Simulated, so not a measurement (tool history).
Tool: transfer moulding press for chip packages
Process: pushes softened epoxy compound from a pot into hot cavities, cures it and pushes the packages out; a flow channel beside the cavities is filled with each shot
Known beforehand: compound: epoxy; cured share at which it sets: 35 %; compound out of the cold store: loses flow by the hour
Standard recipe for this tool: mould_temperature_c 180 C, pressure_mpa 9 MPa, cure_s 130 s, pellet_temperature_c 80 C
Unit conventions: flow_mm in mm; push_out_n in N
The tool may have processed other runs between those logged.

run,hour,mould_temperature_c,pressure_mpa,cure_s,pellet_temperature_c,incoming compound's hours out of the cold store,flow_mm,push_out_n
1,0,180,9,130,80,28.4,851,480
# hour 3.2: cavities cleaned with cleaning compound and waxed
2,7.5,180,9,130,80,26.9,844,498
3,14.3,180,9,130,80,42.3,791,484
4,23.3,180,9,130,80,36.8,812,497
5,34,180,9,130,80,44.4,780,498
6,40.5,180,9,130,80,23.4,874,502
# hour 44.9: cavities cleaned with cleaning compound and waxed, once more
7,49.1,180,9,130,80,30.4,839,339
8,56.4,180,9,112,80,11.7,898,461
9,64.1,180,9,112,81,37.8,793,453
10,69.8,180,9,130,80,29.5,832,375
11,77.7,180,9,130,79,9.1,917,380
12,89.7,180,9,130,79,15.7,889,417
13,96.3,180,9,113,80,13.3,905,532
14,102.1,180,9,113,80,10.8,914,551
15,114.4,180,10.4,143,80,47.1,830,353
16,126.1,172,9,130,73,15.8,890,708
17,136.7,180,9,151,74,39.9,788,390
18,142.3,180,9,149,79,32.5,826,389
# hour 155.1: cavities cleaned with cleaning compound and waxed
19,155.1,184,9.5,127,79,31.4,844,286
20,168.5,175,8.69,143,80,10.6,901,392
21,177.8,180,9,130,85,40.8,794,370
22,188.7,182,9,130,76,33,809,367
23,195.1,180,8.59,130,80,10.8,880,400
24,202.8,183,8.01,130,80,12.6,834,372
25,214.8,175,10.58,125,86,22.2,936,594
26,221.1,183,10.58,125,89,32.3,880,408
27,234,183,10.58,125,89,15.1,958,402
28,241.5,186,10.58,135,89,33.6,861,385

How would selected steps in flow_mm from run to run divide? Give the signed amount a tool lacking its hidden state would still show from settings, what came in and random variation, and the signed amount left for the hidden state, including any gauge scatter that is not in both of the compared results.
Hidden state at play: true mould temperature over the reading, C; pressure that reaches the compound, % of what is set; grip of the stained cavities, % over clean ones'; drift of the gauge itself on flow_mm, %; drift of the gauge itself on push_out_n, %.
Run 8 -> 9: pellet_temperature_c 80 -> 81. flow_mm -105 mm: hidden state +2, all else -107.
Run 20 -> 21: mould_temperature_c 175 -> 180, pressure_mpa 8.69 -> 9, cure_s 143 -> 130, pellet_temperature_c 80 -> 85. flow_mm -107 mm: hidden state +3, all else -110.
Run 24 -> 25: mould_temperature_c 183 -> 175, pressure_mpa 8.01 -> 10.58, cure_s 130 -> 125, pellet_temperature_c 80 -> 86. flow_mm +102 mm: hidden state -5, all else +107.
Run 26 -> 27: no setting changed, nothing entered. flow_mm +78 mm: hidden state -4, all else +82.

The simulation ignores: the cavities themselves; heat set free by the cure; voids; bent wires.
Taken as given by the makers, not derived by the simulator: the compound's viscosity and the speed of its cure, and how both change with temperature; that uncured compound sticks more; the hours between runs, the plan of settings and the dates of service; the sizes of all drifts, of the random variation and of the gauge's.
